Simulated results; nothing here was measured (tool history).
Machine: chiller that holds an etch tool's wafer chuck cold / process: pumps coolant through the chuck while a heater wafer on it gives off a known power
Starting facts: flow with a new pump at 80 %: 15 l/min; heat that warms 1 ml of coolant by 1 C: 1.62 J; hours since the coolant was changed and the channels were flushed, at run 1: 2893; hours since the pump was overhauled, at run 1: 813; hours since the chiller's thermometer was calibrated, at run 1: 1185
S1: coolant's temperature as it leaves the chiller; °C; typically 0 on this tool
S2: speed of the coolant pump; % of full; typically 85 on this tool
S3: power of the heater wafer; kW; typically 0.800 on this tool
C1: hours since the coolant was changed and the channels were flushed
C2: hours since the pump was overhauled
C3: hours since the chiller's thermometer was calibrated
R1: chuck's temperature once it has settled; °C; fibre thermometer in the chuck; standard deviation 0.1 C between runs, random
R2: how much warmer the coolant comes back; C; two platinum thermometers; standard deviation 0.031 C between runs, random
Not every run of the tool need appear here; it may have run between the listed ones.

run    hour  S1  S2     S3    C1    C2    C3    R1    R2
  1     0.0   0  85  0.800  2893   813  1185   7.6  1.94
  2   129.1   0  85  0.800  3022   942  1314   7.5  1.97
  3   237.7   0  85  0.800  3131  1051  1423   7.7  1.96
  4   343.4   0  85  0.800  3237  1156  1528   7.8  1.99
  5   476.7   0  85  0.800  3370  1289  1662   7.8  2.03
  6   607.1   0  85  0.800  3500  1420  1792   8.0  2.01
  7   749.4   0  85  0.800  3643  1562  1934   8.2  2.06
  8   846.7   0  85  0.834  3740  1659  2032   8.5  2.12
      917.8  -- coolant changed, channels flushed
  9   950.9   0  85  0.834    33  1758  2130   7.0  2.11
 10  1080.0   7  66  0.419   162  1887  2259  11.2  1.36
 11  1201.3   7  85  0.524   283  2008  2380  12.0  1.39
 12  1310.6   9  67  0.860   393  2117  2490  17.7  2.77
 13  1441.7   9  67  0.860   524  2248  2621  17.5  2.83
 14  1578.6   9  67  0.711   661  2385  2758  16.3  2.35
 15  1641.0   9  67  0.711   723  2448  2820  16.2  2.36
 16  1777.2   9  67  0.711   859  2584  2956  16.4  2.36

Consider 5 possible next runs. They are alternatives, not a sequence: every one starts from the tool as it was left by run 16. What does each give?
  A  1897.3   0  81  1.025  979  2704  3076   ?   ?
  B  1897.3   0  74  0.800  979  2704  3076   ?   ?
  C  1897.3   9  89  0.884  979  2704  3076   ?   ?
  D  1897.3   8  71  0.800  979  2704  3076   ?   ?
  E  1897.3  -3  89  0.588  979  2704  3076   ?   ?

run    R1    R2
  A   9.5  2.82
  B   8.1  2.42
  C  17.0  2.20
  D  16.1  2.54
  E   2.5  1.47
With no hidden state in the tool, these same runs would have given:
run    R1    R2
  A   8.0  2.48
  B   6.7  2.14
  C  15.7  1.94
  D  14.7  2.24
  E   1.4  1.29

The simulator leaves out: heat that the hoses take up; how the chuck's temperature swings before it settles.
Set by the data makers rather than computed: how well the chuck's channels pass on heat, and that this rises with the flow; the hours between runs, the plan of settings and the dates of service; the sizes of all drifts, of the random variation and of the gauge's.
